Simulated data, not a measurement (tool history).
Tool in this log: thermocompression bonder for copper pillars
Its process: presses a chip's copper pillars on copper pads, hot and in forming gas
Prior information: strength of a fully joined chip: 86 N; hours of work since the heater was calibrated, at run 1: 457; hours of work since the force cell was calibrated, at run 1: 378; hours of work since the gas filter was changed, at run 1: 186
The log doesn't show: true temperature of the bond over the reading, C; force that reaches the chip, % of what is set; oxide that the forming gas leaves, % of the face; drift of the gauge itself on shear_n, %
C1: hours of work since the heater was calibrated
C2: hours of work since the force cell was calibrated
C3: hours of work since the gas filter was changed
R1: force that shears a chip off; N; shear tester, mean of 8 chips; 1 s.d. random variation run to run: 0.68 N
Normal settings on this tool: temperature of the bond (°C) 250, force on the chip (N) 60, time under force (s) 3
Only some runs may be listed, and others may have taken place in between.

Run 1, day 0: usual settings; C1 457; C2 378; C3 186. Result: R1 57.1 N.
Run 2, day 0.438: usual settings; C1 463; C2 384; C3 192. Result: R1 55.9 N.
Run 3, day 0.75: usual settings but force on the chip (N) 62; C1 467; C2 388; C3 196. Result: R1 58.4 N.
Run 4, day 1.271: usual settings but force on the chip (N) 62; C1 475; C2 395; C3 203. Result: R1 59 N.
Run 5, day 1.738: usual settings; C1 481; C2 402; C3 210. Result: R1 57.3 N.
Run 6, day 2.075: usual settings but temperature of the bond (°C) 276, force on the chip (N) 56, time under force (s) 8; C1 486; C2 406; C3 214. Result: R1 78.1 N.
Run 7, day 2.417: usual settings but temperature of the bond (°C) 234, force on the chip (N) 38; C1 490; C2 411; C3 219. Result: R1 35.7 N.
Run 8, day 2.754: usual settings but temperature of the bond (°C) 232, force on the chip (N) 50, time under force (s) 4; C1 495; C2 416; C3 224. Result: R1 47.2 N.
Run 9, day 3.142: usual settings but temperature of the bond (°C) 236, force on the chip (N) 50, time under force (s) 8; C1 500; C2 421; C3 229. Result: R1 59.1 N.
Run 10, day 3.571: usual settings but temperature of the bond (°C) 274, force on the chip (N) 48, time under force (s) 9; C1 506; C2 427; C3 235. Result: R1 73.8 N.

Each row is a separate what-if for the run after 10, all from the same tool condition, not one after another. Results?
Run A, day 4.233: usual settings but temperature of the bond (°C) 251, force on the chip (N) 73, time under force (s) 5; C1 515; C2 436; C3 244. Result: R1 ?.
Run B, day 4.233: usual settings but time under force (s) 9; C1 515; C2 436; C3 244. Result: R1 ?.
Run C, day 4.233: usual settings but temperature of the bond (°C) 265, force on the chip (N) 44, time under force (s) 9; C1 515; C2 436; C3 244. Result: R1 ?.
Run D, day 4.233: usual settings but temperature of the bond (°C) 279, time under force (s) 6; C1 515; C2 436; C3 244. Result: R1 ?.

run    R1
  A    72
  B  72.8
  C  71.1
  D  74.7
Stripped of hidden state, with their random variation kept, the same runs would have yielded:
run    R1
  A  72.2
  B  73.1
  C  71.3
  D    75

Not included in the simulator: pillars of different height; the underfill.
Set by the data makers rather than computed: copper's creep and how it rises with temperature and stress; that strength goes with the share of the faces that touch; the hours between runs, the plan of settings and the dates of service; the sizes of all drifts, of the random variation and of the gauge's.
